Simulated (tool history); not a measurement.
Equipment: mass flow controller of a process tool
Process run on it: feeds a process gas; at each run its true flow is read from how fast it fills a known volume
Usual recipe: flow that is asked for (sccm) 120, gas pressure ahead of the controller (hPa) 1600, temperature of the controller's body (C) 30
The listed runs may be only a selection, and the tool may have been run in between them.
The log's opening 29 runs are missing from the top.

run    hour  flow that is asked for (sccm)  gas pressure ahead of the controller (hPa)  temperature of the controller's body (C)  hours of work since the controller was set to zero  hours of work since the controller was changed  true flow (%)
 30    5956                             28                                        1470                                        22                                                3479                                            3479          95.73
 31  6178.8                            120                                        1600                                        21                                                3577                                            3577          99.24
 32  6336.1                             21                                        1410                                        38                                                3647                                            3647           93.3
 33  6623.6                             29                                        1610                                        28                                                3774                                            3774          95.02
 34  6768.7                            120                                        2270                                        30                                                3838                                            3838          98.51
 35  6982.1                            120                                        2270                                        30                                                3932                                            3932          98.49
 36  7110.4                             25                                        2270                                        30                                                3988                                            3988           94.5
 37  7294.9                             25                                        2270                                        30                                                4069                                            4069          94.39
 38  7446.5                            120                                        1600                                        28                                                4136                                            4136          98.58
 39  7622.2                            140                                        1600                                        22                                                4214                                            4214           99.5
 40  7804.7                            140                                        1600                                        22                                                4294                                            4294          99.51
 41  8066.9                             39                                        1980                                        22                                                4410                                            4410           96.3
 42  8310.3                            104                                        1740                                        35                                                4517                                            4517           97.7
 43    8510                             54                                        1600                                        39                                                4605                                            4605          95.65
 44  8675.3                            120                                        2480                                        24                                                4678                                            4678          99.14
 45  8941.9                            120                                        2480                                        24                                                4795                                            4795          99.19
 46  9193.8                             45                                        2390                                        32                                                4906                                            4906          95.85
 47  9416.1                             45                                        2390                                        32                                                5004                                            5004          95.85
 48  9535.9                             45                                        2390                                        32                                                5057                                            5057          95.96
 49  9748.3                             46                                        1590                                        30                                                5151                                            5151          96.04

3 options for the next run, each taken on its own from the tool as it stands now. Forecast them:
  A  9915.9                             85                                        1990                                        32                                                5225                                            5225              ?
  B  9915.9                            120                                        1550                                        30                                                5225                                            5225              ?
  C  9915.9                            127                                        1590                                        24                                                5225                                            5225              ?

run  true flow (%)
  A           97.5
  B          98.37
  C          99.16
What these runs would have given with no unlogged condition in the tool:
run  true flow (%)
  A           97.6
  B           98.1
  C          98.85

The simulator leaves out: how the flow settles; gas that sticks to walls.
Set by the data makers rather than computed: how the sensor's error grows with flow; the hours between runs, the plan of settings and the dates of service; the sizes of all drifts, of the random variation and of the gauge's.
